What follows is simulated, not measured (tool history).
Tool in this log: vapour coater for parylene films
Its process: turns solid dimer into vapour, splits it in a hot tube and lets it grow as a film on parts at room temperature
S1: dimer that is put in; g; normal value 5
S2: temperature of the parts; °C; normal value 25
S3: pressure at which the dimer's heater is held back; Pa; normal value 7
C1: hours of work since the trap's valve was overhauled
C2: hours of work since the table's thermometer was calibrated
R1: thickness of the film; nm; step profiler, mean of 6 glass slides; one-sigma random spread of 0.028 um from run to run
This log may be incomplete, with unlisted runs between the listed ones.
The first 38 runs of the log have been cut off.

run,day,S1,S2,S3,C1,C2,R1
39,33.262,5,20,10.46,533,474,3750
40,34.225,2,19,2.25,545,486,1680
41,34.888,2,19,2.25,554,495,1680
42,35.679,5,20,7.28,563,504,3840
43,36.758,5,20,7.28,577,518,3790
44,37.933,5,20,7.28,591,532,3800
45,38.521,5,20,7.28,599,540,3850
46,39.733,5,20,7.28,614,555,3800
47,40.571,5,34,2.99,624,565,3250

Each row is a separate what-if for the run after 47, all from the same tool condition, not one after another. Results?
A,41.492,8,34,2.99,635,576,?
B,41.492,5,28,7.28,635,576,?
C,41.492,5,34,7.94,635,576,?
D,41.492,8,26,2.77,635,576,?

run,R1
A,5020
B,3320
C,2960
D,5830
Without the tool's hidden state the same runs would have given:
run,R1
A,5040
B,3330
C,2970
D,5850
